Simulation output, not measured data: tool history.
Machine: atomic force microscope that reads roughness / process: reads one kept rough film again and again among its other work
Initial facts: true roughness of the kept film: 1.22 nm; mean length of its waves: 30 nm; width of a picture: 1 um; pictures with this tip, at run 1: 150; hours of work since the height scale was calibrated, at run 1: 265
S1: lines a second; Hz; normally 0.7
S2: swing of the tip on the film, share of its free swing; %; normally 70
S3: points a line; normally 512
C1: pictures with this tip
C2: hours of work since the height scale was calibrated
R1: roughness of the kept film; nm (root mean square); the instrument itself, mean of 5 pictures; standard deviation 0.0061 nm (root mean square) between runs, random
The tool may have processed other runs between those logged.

run,hour,S1,S2,S3,C1,C2,R1
1,0,0.7,70,512,150,265,1.066
2,12.3,0.7,70,512,171,271,1.055
3,31.8,0.7,70,512,203,282,1.052
4,52.1,0.7,70,261,236,293,1.023
5,65.8,0.7,65,512,259,301,1.028
6,88.7,0.7,65,512,296,314,1.022
# hour 95.3: new tip fitted
7,105.2,0.7,80,512,17,322,1.124
# hour 107.7: height scale calibrated on a step standard
8,120.9,0.7,80,512,41,7,1.109
9,141.9,0.7,80,512,76,19,1.084
# hour 144.8: height scale calibrated on a step standard, once more
10,164.3,0.7,80,512,111,11,1.087
11,178.5,3.909,65,512,134,19,1.039
12,201,1.464,56,891,171,31,1.074
13,217.9,1.464,56,891,199,40,1.05
14,228.9,3.943,79,263,217,46,0.935

The same runs without the tool's hidden state, with the same run-to-run variation:
The hidden state here: radius of the tip, nm; height scale over the true one, %; drift of the gauge itself on roughness_nm, %.
run,R1
1,1.139
2,1.135
3,1.145
4,1.126
5,1.141
6,1.149
7,1.127
8,1.121
9,1.11
10,1.132
11,1.091
12,1.143
13,1.13
14,1.013
